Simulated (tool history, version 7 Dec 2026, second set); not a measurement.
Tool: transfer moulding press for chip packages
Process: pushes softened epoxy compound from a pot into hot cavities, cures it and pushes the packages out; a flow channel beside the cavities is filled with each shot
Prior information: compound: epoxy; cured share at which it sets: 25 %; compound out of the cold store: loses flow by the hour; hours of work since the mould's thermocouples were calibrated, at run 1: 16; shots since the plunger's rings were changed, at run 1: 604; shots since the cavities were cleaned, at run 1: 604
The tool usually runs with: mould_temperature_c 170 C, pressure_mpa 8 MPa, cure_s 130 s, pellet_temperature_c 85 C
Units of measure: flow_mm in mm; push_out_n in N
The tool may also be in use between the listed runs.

| run | hour | mould_temperature_c | pressure_mpa | cure_s | pellet_temperature_c | hours of work since the mould's thermocouples were calibrated | shots since the plunger's rings were changed | shots since the cavities were cleaned | incoming compound's hours out of the cold store | flow_mm | push_out_n |
|---|---|---|---|---|---|---|---|---|---|---|---|
| 1 | 0 | 170 | 8 | 130 | 85 | 16 | 604 | 604 | 33.9 | 766 | 769 |
| 2 | 34.1 | 170 | 8 | 130 | 85 | 36 | 883 | 883 | 8.3 | 832 | 836 |
|  | 47 | cavities cleaned with cleaning compound and waxed |
| 3 | 63.5 | 170 | 7.2 | 130 | 85 | 53 | 1111 | 135 | 46.9 | 683 | 559 |
| 4 | 91.1 | 170 | 7.2 | 130 | 85 | 69 | 1336 | 360 | 26.6 | 732 | 697 |
| 5 | 112.4 | 170 | 7.2 | 130 | 85 | 82 | 1510 | 534 | 46.3 | 679 | 737 |
| 6 | 140.3 | 170 | 8 | 118 | 85 | 99 | 1738 | 762 | 42.7 | 724 | 883 |
| 7 | 163.4 | 170 | 8 | 118 | 85 | 113 | 1927 | 951 | 37.2 | 735 | 924 |
|  | 168 | cavities cleaned with cleaning compound and waxed |
| 8 | 195.6 | 170 | 8 | 130 | 85 | 131 | 2177 | 225 | 19.8 | 781 | 623 |
| 9 | 210.7 | 170 | 8 | 130 | 85 | 141 | 2301 | 349 | 21.7 | 778 | 699 |
| 10 | 230.4 | 170 | 8 | 111 | 85 | 152 | 2462 | 510 | 16.6 | 787 | 944 |
| 11 | 261.4 | 170 | 8 | 111 | 85 | 171 | 2715 | 763 | 15.1 | 775 | 1040 |
| 12 | 275.9 | 170 | 8 | 130 | 80 | 180 | 2834 | 882 | 47.7 | 696 | 837 |
|  | 288.2 | cavities cleaned with cleaning compound and waxed |
| 13 | 296.9 | 170 | 8 | 130 | 95 | 191 | 2993 | 72 | 30.6 | 732 | 491 |
| 14 | 330.3 | 170 | 8 | 130 | 95 | 212 | 3266 | 345 | 38.3 | 704 | 646 |
| 15 | 350.7 | 177 | 6.26 | 120 | 81 | 224 | 3432 | 511 | 25.9 | 637 | 654 |

Estimate the outcome of run 16 from the log above:
| 16 | 372.8 | 176 | 8.02 | 111 | 90 | 237 | 3612 | 691 | 29.7 | ? | ? |

flow_mm: 712 mm
push_out_n: 724 N
The same run, on a tool lacking any hidden state, would have yielded flow_mm 761 mm, push_out_n 428 N.
